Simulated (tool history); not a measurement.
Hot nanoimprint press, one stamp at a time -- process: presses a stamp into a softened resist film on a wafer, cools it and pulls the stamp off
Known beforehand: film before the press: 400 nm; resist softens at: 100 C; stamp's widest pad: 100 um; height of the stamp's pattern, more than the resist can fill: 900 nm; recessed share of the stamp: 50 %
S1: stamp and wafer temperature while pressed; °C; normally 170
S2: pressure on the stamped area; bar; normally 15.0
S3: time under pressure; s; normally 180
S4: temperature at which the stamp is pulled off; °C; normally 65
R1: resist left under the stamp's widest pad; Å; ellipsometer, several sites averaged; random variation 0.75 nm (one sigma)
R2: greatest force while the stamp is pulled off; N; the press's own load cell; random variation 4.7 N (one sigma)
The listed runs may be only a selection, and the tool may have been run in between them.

run	day	S1	S2	S3	S4	R1	R2
1	0.000	170	15.0	180	65	1493	253
# day 1.746: press's hydraulic seals changed and the load cell set to zero
2	2.121	170	15.0	154	65	1568	268
3	4.204	175	15.0	180	65	1192	285
4	5.675	170	15.0	180	51	1493	312
5	7.346	170	15.0	180	51	1501	319
6	8.721	170	15.0	180	65	1509	302
7	10.950	170	15.0	180	65	1511	322
# day 11.738: plate thermocouple calibrated
8	12.171	170	15.0	191	65	1496	337
# day 12.592: stamp cleaned and given a new release coat
9	13.575	170	15.0	191	65	1501	239
10	15.067	170	15.0	191	65	1524	251
11	16.346	170	15.0	191	65	1524	261
# day 17.850: plate thermocouple calibrated, once more
12	18.025	170	15.0	180	65	1484	262
13	20.300	170	15.0	180	65	1468	286
14	21.712	170	15.0	180	65	1479	296
15	23.629	170	15.0	180	65	1490	297
16	25.546	171	15.0	123	65	1672	319
17	27.500	178	15.0	123	65	1264	322
# day 28.562: stamp cleaned and given a new release coat
18	28.762	162	12.5	125	62	2573	235
19	30.946	162	12.5	125	62	2600	248
20	31.904	161	19.6	115	65	2378	249
# day 33.258: plate thermocouple calibrated
21	33.275	161	19.6	115	65	2316	269
22	34.588	159	16.7	115	65	2658	267
23	35.946	159	16.7	115	65	2632	269
# day 37.425: press's hydraulic seals changed and the load cell set to zero
24	38.300	179	16.3	126	61	1129	290
25	39.458	179	16.3	126	61	1132	311
26	41.575	163	12.8	203	64	2108	309
27	43.142	163	12.8	203	64	2115	320
# day 44.796: stamp cleaned and given a new release coat
28	45.442	181	17.0	289	51	719	249
29	46.517	181	17.0	289	51	723	258
30	48.392	170	23.2	179	65	1256	258

Here are 3 independent what-if runs from the current tool condition. What would each one return?
# day 48.962: plate thermocouple calibrated
A	50.475	162	23.2	261	65	?	?
# day 48.962: plate thermocouple calibrated
B	50.475	165	16.1	179	55	?	?
# day 48.962: plate thermocouple calibrated
C	50.475	182	9.8	179	66	?	?

run	R1	R2
A	1512	262
B	1799	285
C	1084	267
Take away the tool's hidden state, keep each run's random variation, and the runs would have read:
run	R1	R2
A	1494	228
B	1784	248
C	1078	232
